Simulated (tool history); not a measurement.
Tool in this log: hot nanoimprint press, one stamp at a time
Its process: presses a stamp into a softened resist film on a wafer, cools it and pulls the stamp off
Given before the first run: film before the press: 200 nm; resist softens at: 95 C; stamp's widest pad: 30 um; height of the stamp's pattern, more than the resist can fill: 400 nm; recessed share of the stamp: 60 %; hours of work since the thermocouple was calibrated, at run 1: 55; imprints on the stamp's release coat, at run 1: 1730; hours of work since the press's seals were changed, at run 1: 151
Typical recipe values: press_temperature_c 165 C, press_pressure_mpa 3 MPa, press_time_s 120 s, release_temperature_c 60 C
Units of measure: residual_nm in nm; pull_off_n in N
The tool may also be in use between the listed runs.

| run | hour | press_temperature_c | press_pressure_mpa | press_time_s | release_temperature_c | hours of work since the thermocouple was calibrated | imprints on the stamp's release coat | hours of work since the press's seals were changed | residual_nm | pull_off_n |
|---|---|---|---|---|---|---|---|---|---|---|
| 1 | 0 | 165 | 3 | 120 | 60 | 55 | 1730 | 151 | 89 | 147 |
| 2 | 5.3 | 165 | 3 | 120 | 60 | 59 | 1757 | 155 | 89.2 | 149 |
| 3 | 13.6 | 165 | 3 | 120 | 54 | 66 | 1800 | 161 | 89.1 | 161 |
| 4 | 20.4 | 165 | 3 | 120 | 54 | 71 | 1835 | 167 | 89.3 | 157 |
| 5 | 25.3 | 165 | 3 | 120 | 54 | 75 | 1860 | 171 | 90.1 | 170 |
| 6 | 33.4 | 165 | 2.75 | 120 | 60 | 81 | 1902 | 177 | 94.3 | 148 |
| 7 | 41.8 | 165 | 2.75 | 120 | 60 | 88 | 1945 | 184 | 94.2 | 148 |
| 8 | 48.9 | 166 | 2.75 | 120 | 60 | 94 | 1982 | 190 | 91.3 | 148 |
| 9 | 55 | 175 | 3 | 120 | 60 | 99 | 2013 | 194 | 64.4 | 152 |
| 10 | 63 | 175 | 3 | 120 | 60 | 105 | 2055 | 201 | 64.4 | 146 |
| 11 | 71.2 | 175 | 3 | 120 | 60 | 112 | 2097 | 207 | 64.7 | 141 |
| 12 | 76.8 | 175 | 3 | 120 | 58 | 116 | 2126 | 212 | 64.8 | 152 |
| 13 | 83.3 | 165 | 3 | 120 | 60 | 121 | 2159 | 217 | 90.5 | 141 |
| 14 | 89.3 | 165 | 3 | 120 | 60 | 126 | 2190 | 222 | 91 | 144 |
|  | 94.7 | gauge calibrated |
| 15 | 98.1 | 164 | 3 | 76 | 60 | 133 | 2236 | 229 | 107.5 | 149 |
| 16 | 102.7 | 165 | 2.19 | 120 | 64 | 137 | 2260 | 233 | 104.7 | 137 |
| 17 | 109.9 | 165 | 2.19 | 120 | 64 | 142 | 2297 | 238 | 105.7 | 140 |
|  | 121.1 | stamp cleaned and given a new release coat |
| 18 | 122.8 | 174 | 3 | 120 | 51 | 148 | 9 | 244 | 66.7 | 175 |
| 19 | 129.4 | 165 | 3 | 172 | 51 | 153 | 43 | 249 | 78.9 | 169 |
| 20 | 134.9 | 174 | 3 | 120 | 60 | 158 | 72 | 253 | 66.1 | 144 |
| 21 | 139.8 | 175 | 3 | 120 | 52 | 161 | 97 | 257 | 64.4 | 167 |
| 22 | 143.7 | 171 | 3.39 | 231 | 52 | 165 | 117 | 260 | 53.5 | 167 |
| 23 | 149.8 | 171 | 3.39 | 231 | 52 | 169 | 148 | 265 | 53.3 | 169 |
| 24 | 157.6 | 156 | 3.39 | 188 | 52 | 176 | 189 | 272 | 101.4 | 164 |
| 25 | 161.4 | 169 | 3.43 | 120 | 60 | 179 | 209 | 275 | 73.2 | 144 |
| 26 | 166.6 | 165 | 1.89 | 120 | 62 | 183 | 235 | 279 | 113.8 | 139 |

Alternative continuations, all from the tool just after run 26; predict every row:
| A | 174.6 | 172 | 1.89 | 199 | 62 | 189 | 277 | 285 | ? | ? |
| B | 174.6 | 156 | 1.89 | 184 | 56 | 189 | 277 | 285 | ? | ? |
| C | 174.6 | 165 | 3 | 120 | 48 | 189 | 277 | 285 | ? | ? |
| D | 174.6 | 165 | 3.16 | 120 | 62 | 189 | 277 | 285 | ? | ? |
| E | 174.6 | 165 | 3 | 120 | 65 | 189 | 277 | 285 | ? | ? |

| run | residual_nm | pull_off_n |
|---|---|---|
| A | 77.3 | 142 |
| B | 134.3 | 157 |
| C | 90.7 | 173 |
| D | 89 | 142 |
| E | 90.8 | 130 |
Had the tool no hidden state, the same runs would have come out as:
| run | residual_nm | pull_off_n |
|---|---|---|
| A | 76.1 | 142 |
| B | 132.1 | 156 |
| C | 89.2 | 172 |
| D | 87.5 | 142 |
| E | 89.3 | 130 |
